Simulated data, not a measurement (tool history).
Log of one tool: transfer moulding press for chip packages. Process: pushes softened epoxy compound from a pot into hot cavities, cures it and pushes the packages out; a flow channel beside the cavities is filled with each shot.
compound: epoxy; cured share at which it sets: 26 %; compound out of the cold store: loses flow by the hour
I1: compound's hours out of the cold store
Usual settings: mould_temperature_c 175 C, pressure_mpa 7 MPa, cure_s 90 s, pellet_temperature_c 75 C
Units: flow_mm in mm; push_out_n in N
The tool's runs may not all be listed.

Run 1, hour 0: usual settings; I1 46.7. Result: flow_mm 856 mm, push_out_n 612 N.
At hour 23.9: cavities cleaned with cleaning compound and waxed.
Run 2, hour 55.9: usual settings; I1 29.9. Result: flow_mm 893 mm, push_out_n 604 N.
At hour 77.1: cavities cleaned with cleaning compound and waxed.
At hour 97.4: plunger's sealing rings changed.
Run 3, hour 112.9: usual settings but mould_temperature_c 174 C; I1 22.9. Result: flow_mm 967 mm, push_out_n 662 N.
At hour 135.9: cavities cleaned with cleaning compound and waxed.
Run 4, hour 170.6: usual settings; I1 15.4. Result: flow_mm 983 mm, push_out_n 629 N.
At hour 189.3: cavities cleaned with cleaning compound and waxed.
Run 5, hour 207.7: usual settings; I1 32.3. Result: flow_mm 925 mm, push_out_n 550 N.
Run 6, hour 238.2: usual settings but cure_s 83 s; I1 9.2. Result: flow_mm 979 mm, push_out_n 797 N.
At hour 242.9: cavities cleaned with cleaning compound and waxed.
At hour 255.4: mould's thermocouples calibrated.
Run 7, hour 271.2: usual settings but cure_s 83 s; I1 16.8. Result: flow_mm 949 mm, push_out_n 676 N.
At hour 297.9: cavities cleaned with cleaning compound and waxed.
Run 8, hour 317.3: usual settings; I1 21.9. Result: flow_mm 949 mm, push_out_n 528 N.
At hour 350.2: cavities cleaned with cleaning compound and waxed.
Run 9, hour 356.9: usual settings but pellet_temperature_c 82 C; I1 46.5. Result: flow_mm 871 mm, push_out_n 412 N.
Run 10, hour 394.8: usual settings but pellet_temperature_c 82 C; I1 28.1. Result: flow_mm 916 mm, push_out_n 652 N.
At hour 404.9: cavities cleaned with cleaning compound and waxed.
Run 11, hour 428.7: usual settings but pellet_temperature_c 82 C; I1 15. Result: flow_mm 943 mm, push_out_n 572 N.
At hour 460.3: cavities cleaned with cleaning compound and waxed.
Run 12, hour 478: usual settings but pellet_temperature_c 82 C; I1 22.8. Result: flow_mm 927 mm, push_out_n 543 N.
Run 13, hour 507.9: usual settings but pellet_temperature_c 82 C; I1 18.5. Result: flow_mm 925 mm, push_out_n 674 N.
At hour 513.4: cavities cleaned with cleaning compound and waxed.
At hour 566.5: cavities cleaned with cleaning compound and waxed.
Run 14, hour 566.5: usual settings but pressure_mpa 7.17 MPa, pellet_temperature_c 76 C; I1 8.4. Result: flow_mm 949 mm, push_out_n 382 N.
At hour 580.7: plunger's sealing rings changed.
Run 15, hour 602.2: usual settings but mould_temperature_c 168 C, pressure_mpa 7.17 MPa, pellet_temperature_c 74 C; I1 10.5. Result: flow_mm 1034 mm, push_out_n 921 N.
At hour 625.5: cavities cleaned with cleaning compound and waxed.
Run 16, hour 647.4: usual settings but mould_temperature_c 168 C, pressure_mpa 7.17 MPa, pellet_temperature_c 74 C; I1 19.2. Result: flow_mm 1001 mm, push_out_n 848 N.
At hour 678.1: cavities cleaned with cleaning compound and waxed.
Run 17, hour 705.4: usual settings but mould_temperature_c 183 C, pressure_mpa 8.71 MPa, cure_s 110 s, pellet_temperature_c 81 C; I1 35.7. Result: flow_mm 992 mm, push_out_n 509 N.
At hour 732.7: cavities cleaned with cleaning compound and waxed.
Run 18, hour 749.2: usual settings but mould_temperature_c 181 C, pressure_mpa 8.71 MPa, cure_s 110 s, pellet_temperature_c 65 C; I1 34.4. Result: flow_mm 999 mm, push_out_n 419 N.
At hour 785.6: cavities cleaned with cleaning compound and waxed.
Run 19, hour 785.6: usual settings but mould_temperature_c 181 C, pressure_mpa 8.71 MPa, cure_s 110 s, pellet_temperature_c 65 C; I1 30.9. Result: flow_mm 1005 mm, push_out_n 319 N.
At hour 790.4: mould's thermocouples calibrated.
Run 20, hour 823.7: usual settings but mould_temperature_c 181 C, pressure_mpa 7.9 MPa, cure_s 84 s, pellet_temperature_c 71 C; I1 17.1. Result: flow_mm 987 mm, push_out_n 580 N.
At hour 841.6: cavities cleaned with cleaning compound and waxed.
Run 21, hour 858.3: usual settings but mould_temperature_c 181 C, pressure_mpa 7.9 MPa, cure_s 84 s, pellet_temperature_c 71 C; I1 34.4. Result: flow_mm 951 mm, push_out_n 490 N.
At hour 895.1: cavities cleaned with cleaning compound and waxed.
Run 22, hour 899.5: usual settings but mould_temperature_c 181 C, pressure_mpa 7.9 MPa, cure_s 84 s, pellet_temperature_c 71 C; I1 14.2. Result: flow_mm 991 mm, push_out_n 388 N.
At hour 947.3: cavities cleaned with cleaning compound and waxed.
Run 23, hour 952.2: usual settings but mould_temperature_c 181 C, pressure_mpa 7.06 MPa, cure_s 102 s, pellet_temperature_c 71 C; I1 26.5. Result: flow_mm 894 mm, push_out_n 360 N.
At hour 1001.4: cavities cleaned with cleaning compound and waxed.
Run 24, hour 1001.4: usual settings but mould_temperature_c 169 C, pressure_mpa 5.38 MPa, cure_s 76 s, pellet_temperature_c 82 C; I1 10.9. Result: flow_mm 854 mm, push_out_n 797 N.
Run 25, hour 1043.7: usual settings but mould_temperature_c 169 C, pressure_mpa 5.38 MPa, cure_s 76 s, pellet_temperature_c 82 C; I1 16. Result: flow_mm 828 mm, push_out_n 1370 N.
At hour 1053.5: cavities cleaned with cleaning compound and waxed.
At hour 1063.2: plunger's sealing rings changed.
Run 26, hour 1074.6: usual settings but mould_temperature_c 172 C, pressure_mpa 5.93 MPa, cure_s 126 s, pellet_temperature_c 82 C; I1 13.8. Result: flow_mm 921 mm, push_out_n 469 N.

5 ways to go on from here, each from the tool as it stands after run 26. What would each give?
Run A, hour 1099.7: usual settings but mould_temperature_c 172 C, pressure_mpa 7.29 MPa, cure_s 126 s, pellet_temperature_c 84 C; I1 24.8. Result: flow_mm ?, push_out_n ?.
Run B, hour 1099.7: usual settings but pressure_mpa 8.54 MPa, cure_s 124 s; I1 30.8. Result: flow_mm ?, push_out_n ?.
Run C, hour 1099.7: usual settings but pressure_mpa 8.53 MPa, pellet_temperature_c 73 C; I1 17.8. Result: flow_mm ?, push_out_n ?.
Run D, hour 1099.7: usual settings but mould_temperature_c 177 C, pressure_mpa 5.93 MPa, cure_s 126 s, pellet_temperature_c 82 C; I1 36.6. Result: flow_mm ?, push_out_n ?.
Run E, hour 1099.7: usual settings but mould_temperature_c 172 C, pressure_mpa 5.93 MPa, pellet_temperature_c 82 C; I1 21.2. Result: flow_mm ?, push_out_n ?.

run  flow_mm  push_out_n
  A      989         545
  B     1039         528
  C     1079         673
  D      847         526
  E      902         773
Without the tool's hidden state the same runs would have given:
run  flow_mm  push_out_n
  A      993         306
  B     1043         294
  C     1083         373
  D      850         295
  E      905         427
